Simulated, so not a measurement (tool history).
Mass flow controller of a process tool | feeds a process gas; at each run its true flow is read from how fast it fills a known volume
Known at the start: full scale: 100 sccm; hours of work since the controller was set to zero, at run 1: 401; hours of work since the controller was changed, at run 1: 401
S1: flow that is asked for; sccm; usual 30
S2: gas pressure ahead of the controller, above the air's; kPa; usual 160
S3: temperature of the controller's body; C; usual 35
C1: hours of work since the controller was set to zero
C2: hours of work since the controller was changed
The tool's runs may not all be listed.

run 1 hour=0 | S1=30 S2=160 S3=35 | C1=401 C2=401 | true_flow_(%)=97.98
run 2 hour=54.3 | S1=30 S2=160 S3=27 | C1=430 C2=430 | true_flow_(%)=98.45
run 3 hour=145 | S1=30 S2=160 S3=32 | C1=478 C2=478 | true_flow_(%)=98.18
run 4 hour=217.6 | S1=30 S2=160 S3=35 | C1=516 C2=516 | true_flow_(%)=97.91
run 5 hour=290.7 | S1=30 S2=160 S3=35 | C1=555 C2=555 | true_flow_(%)=97.96
run 6 hour=399.6 | S1=30 S2=160 S3=29 | C1=612 C2=612 | true_flow_(%)=98.58
run 7 hour=461.5 | S1=30 S2=224 S3=35 | C1=645 C2=645 | true_flow_(%)=98.09
run 8 hour=523.5 | S1=30 S2=160 S3=37 | C1=677 C2=677 | true_flow_(%)=97.93
run 9 hour=638.1 | S1=30 S2=160 S3=37 | C1=738 C2=738 | true_flow_(%)=97.86
run 10 hour=751.9 | S1=30 S2=160 S3=26 | C1=798 C2=798 | true_flow_(%)=98.75
run 11 hour=856.7 | S1=30 S2=160 S3=26 | C1=853 C2=853 | true_flow_(%)=98.79
run 12 hour=981.4 | S1=30 S2=160 S3=26 | C1=919 C2=919 | true_flow_(%)=98.85
run 13 hour=1036.4 | S1=30 S2=160 S3=26 | C1=948 C2=948 | true_flow_(%)=98.99
run 14 hour=1149 | S1=30 S2=160 S3=26 | C1=1007 C2=1007 | true_flow_(%)=98.88
run 15 hour=1217.6 | S1=30 S2=157 S3=35 | C1=1043 C2=1043 | true_flow_(%)=98.04
run 16 hour=1311.2 | S1=30 S2=160 S3=35 | C1=1093 C2=1093 | true_flow_(%)=98.27
run 17 hour=1375.9 | S1=30 S2=160 S3=35 | C1=1127 C2=1127 | true_flow_(%)=98.22
run 18 hour=1436.1 | S1=30 S2=160 S3=35 | C1=1159 C2=1159 | true_flow_(%)=98.18
run 19 hour=1549.3 | S1=30 S2=140 S3=35 | C1=1218 C2=1218 | true_flow_(%)=98.24
run 20 hour=1620.1 | S1=30 S2=140 S3=35 | C1=1256 C2=1256 | true_flow_(%)=98.22
run 21 hour=1682.7 | S1=30 S2=160 S3=35 | C1=1289 C2=1289 | true_flow_(%)=98.35
run 22 hour=1809.1 | S1=30 S2=140 S3=35 | C1=1355 C2=1355 | true_flow_(%)=98.2
run 23 hour=1936.8 | S1=30 S2=140 S3=35 | C1=1423 C2=1423 | true_flow_(%)=98.35
run 24 hour=2016.8 | S1=30 S2=140 S3=35 | C1=1465 C2=1465 | true_flow_(%)=98.4
run 25 hour=2129.6 | S1=30 S2=140 S3=35 | C1=1524 C2=1524 | true_flow_(%)=98.39
run 26 hour=2230.8 | S1=30 S2=140 S3=35 | C1=1578 C2=1578 | true_flow_(%)=98.51
run 27 hour=2332 | S1=30 S2=140 S3=35 | C1=1631 C2=1631 | true_flow_(%)=98.51
run 28 hour=2462 | S1=30 S2=140 S3=35 | C1=1700 C2=1700 | true_flow_(%)=98.44
run 29 hour=2558.8 | S1=20 S2=155 S3=20 | C1=1751 C2=1751 | true_flow_(%)=99.62
run 30 hour=2642.8 | S1=80 S2=160 S3=35 | C1=1795 C2=1795 | true_flow_(%)=99.64
run 31 hour=2755.1 | S1=80 S2=160 S3=35 | C1=1854 C2=1854 | true_flow_(%)=99.48
run 32 hour=2846.7 | S1=56 S2=160 S3=28 | C1=1903 C2=1903 | true_flow_(%)=99.38
run 33 hour=2954.4 | S1=15 S2=172 S3=31 | C1=1959 C2=1959 | true_flow_(%)=99.35
run 34 hour=3036.2 | S1=15 S2=172 S3=31 | C1=2003 C2=2003 | true_flow_(%)=99.41
run 35 hour=3146.6 | S1=78 S2=248 S3=31 | C1=2061 C2=2061 | true_flow_(%)=100.1
run 36 hour=3206.6 | S1=22 S2=160 S3=35 | C1=2092 C2=2092 | true_flow_(%)=98.86
run 37 hour=3303.1 | S1=30 S2=160 S3=25 | C1=2143 C2=2143 | true_flow_(%)=99.56
run 38 hour=3386.7 | S1=30 S2=160 S3=21 | C1=2187 C2=2187 | true_flow_(%)=99.82
run 39 hour=3474.7 | S1=30 S2=160 S3=21 | C1=2234 C2=2234 | true_flow_(%)=99.93
run 40 hour=3580.7 | S1=30 S2=160 S3=21 | C1=2290 C2=2290 | true_flow_(%)=99.83
run 41 hour=3641.7 | S1=25 S2=153 S3=35 | C1=2322 C2=2322 | true_flow_(%)=98.72
run 42 hour=3707.7 | S1=30 S2=206 S3=20 | C1=2357 C2=2357 | true_flow_(%)=100.06
run 43 hour=3767.2 | S1=30 S2=206 S3=20 | C1=2388 C2=2388 | true_flow_(%)=100.1
run 44 hour=3862.8 | S1=30 S2=206 S3=20 | C1=2439 C2=2439 | true_flow_(%)=100.06
run 45 hour=3971.1 | S1=80 S2=206 S3=20 | C1=2496 C2=2496 | true_flow_(%)=101.05
run 46 hour=4058.4 | S1=80 S2=206 S3=20 | C1=2542 C2=2542 | true_flow_(%)=100.92
run 47 hour=4144.2 | S1=12 S2=191 S3=23 | C1=2587 C2=2587 | true_flow_(%)=100.91
run 48 hour=4215.7 | S1=24 S2=232 S3=23 | C1=2625 C2=2625 | true_flow_(%)=100.11

The same runs without the tool's hidden state, with the same run-to-run variation:
The hidden state here: flow at rest that the sensor doesn't see, % of full scale; true flow over the shown one, %; drift of the gauge itself on true_pct, %.
run=1 true_flow_(%)=97.23
run=2 true_flow_(%)=97.68
run=3 true_flow_(%)=97.4
run=4 true_flow_(%)=97.11
run=5 true_flow_(%)=97.14
run=6 true_flow_(%)=97.73
run=7 true_flow_(%)=97.22
run=8 true_flow_(%)=97.05
run=9 true_flow_(%)=96.94
run=10 true_flow_(%)=97.81
run=11 true_flow_(%)=97.82
run=12 true_flow_(%)=97.85
run=13 true_flow_(%)=97.97
run=14 true_flow_(%)=97.84
run=15 true_flow_(%)=96.98
run=16 true_flow_(%)=97.19
run=17 true_flow_(%)=97.12
run=18 true_flow_(%)=97.06
run=19 true_flow_(%)=97.09
run=20 true_flow_(%)=97.06
run=21 true_flow_(%)=97.17
run=22 true_flow_(%)=96.99
run=23 true_flow_(%)=97.11
run=24 true_flow_(%)=97.14
run=25 true_flow_(%)=97.09
run=26 true_flow_(%)=97.19
run=27 true_flow_(%)=97.16
run=28 true_flow_(%)=97.06
run=29 true_flow_(%)=97.84
run=30 true_flow_(%)=98.7
run=31 true_flow_(%)=98.52
run=32 true_flow_(%)=98.28
run=33 true_flow_(%)=97.02
run=34 true_flow_(%)=97.05
run=35 true_flow_(%)=99.08
run=36 true_flow_(%)=96.98
run=37 true_flow_(%)=97.97
run=38 true_flow_(%)=98.21
run=39 true_flow_(%)=98.3
run=40 true_flow_(%)=98.17
run=41 true_flow_(%)=96.86
run=42 true_flow_(%)=98.37
run=43 true_flow_(%)=98.4
run=44 true_flow_(%)=98.33
run=45 true_flow_(%)=99.93
run=46 true_flow_(%)=99.79
run=47 true_flow_(%)=97.53
run=48 true_flow_(%)=98.03
